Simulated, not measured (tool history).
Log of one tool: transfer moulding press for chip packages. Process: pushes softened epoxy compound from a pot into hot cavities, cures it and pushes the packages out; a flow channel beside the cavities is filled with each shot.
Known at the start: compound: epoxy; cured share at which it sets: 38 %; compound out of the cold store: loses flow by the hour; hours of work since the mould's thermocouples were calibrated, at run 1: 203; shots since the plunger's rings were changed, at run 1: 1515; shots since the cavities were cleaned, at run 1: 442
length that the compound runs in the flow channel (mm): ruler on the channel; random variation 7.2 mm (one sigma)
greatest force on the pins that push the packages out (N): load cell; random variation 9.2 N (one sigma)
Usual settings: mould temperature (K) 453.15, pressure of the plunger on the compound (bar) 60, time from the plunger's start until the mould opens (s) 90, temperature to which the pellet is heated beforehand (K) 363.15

run,day,mould temperature (K),pressure of the plunger on the compound (bar),time from the plunger's start until the mould opens (s),temperature to which the pellet is heated beforehand (K),hours of work since the mould's thermocouples were calibrated,shots since the plunger's rings were changed,shots since the cavities were cleaned,incoming compound's hours out of the cold store,length that the compound runs in the flow channel (mm),greatest force on the pins that push the packages out (N)
1,0,453.15,60,90,363.15,203,1515,442,18.3,819,672
2,0.321,453.15,60,90,363.15,207,1585,512,26.5,772,696
3,0.579,453.15,60,90,363.15,210,1642,569,25.7,766,695
4,0.938,453.15,60,90,363.15,214,1720,647,42.7,701,711
5,1.217,453.15,60,90,363.15,217,1781,708,16.6,791,802
# day 1.658: cavities cleaned with cleaning compound and waxed
6,1.733,453.15,51.8,90,363.15,222,1881,17,21.4,732,440
7,2.246,453.15,51.8,90,363.15,228,1993,129,32.3,693,506
8,2.725,453.15,51.8,90,363.15,234,2098,234,23.2,709,586
9,3.088,453.15,60,87,363.15,238,2177,313,43.4,704,623
10,3.667,453.15,60,90,363.15,244,2304,440,24.8,768,675
11,4.258,453.15,70.6,90,363.15,251,2434,570,22.3,846,736
12,4.85,449.15,60,90,363.15,258,2563,699,26.4,752,976
13,5.104,449.15,60,90,363.15,261,2619,755,38.1,721,929
# day 5.371: cavities cleaned with cleaning compound and waxed
14,5.479,449.15,60,90,363.15,264,2687,23,9.2,838,595
15,5.979,459.15,69.3,76,363.15,270,2797,133,38.1,746,510
16,6.521,445.15,57.7,83,357.15,276,2915,251,42.6,679,1089
17,7,445.15,57.7,102,357.15,282,3020,356,14.3,805,873
18,7.512,445.15,57.7,102,357.15,288,3132,468,14,796,916
# day 7.654: mould's thermocouples calibrated
19,8.175,453.15,60,90,370.15,6,3260,596,19.7,777,744
20,8.683,455.15,60,124,358.15,12,3371,707,28,729,607
# day 9.162: cavities cleaned with cleaning compound and waxed
21,9.333,453.15,52.3,90,353.15,19,3500,38,10,756,498
22,9.683,453.15,51.4,90,363.15,22,3575,113,41.2,629,508
23,10.088,448.15,59.4,90,363.15,27,3664,202,19.2,768,813
# day 10.375: mould's thermocouples calibrated, once more
24,10.75,459.15,48.8,99,357.15,4,3791,329,24.5,657,483
25,11.325,453.15,48.5,93,357.15,11,3917,455,47.5,595,615
26,11.871,453.15,49.9,90,363.15,17,4037,575,37.2,622,705
27,12.146,450.15,50.7,112,363.15,20,4097,635,15.7,709,629
28,12.662,450.15,50.7,112,363.15,26,4209,747,47.7,595,639

Forecast each of these 3 alternatives for the next run:
# day 12.929: cavities cleaned with cleaning compound and waxed
A,13.133,460.15,49.3,112,363.15,31,4300,46,45.1,?,?
# day 12.929: cavities cleaned with cleaning compound and waxed
B,13.133,453.15,51.2,90,359.15,31,4300,46,33.4,?,?
# day 12.929: cavities cleaned with cleaning compound and waxed
C,13.133,450.15,68,105,363.15,31,4300,46,38.1,?,?

run,length that the compound runs in the flow channel (mm),greatest force on the pins that push the packages out (N)
A,595,328
B,648,436
C,730,397
Without the tool's hidden state the same runs would have given:
run,length that the compound runs in the flow channel (mm),greatest force on the pins that push the packages out (N)
A,647,301
B,706,400
C,795,364
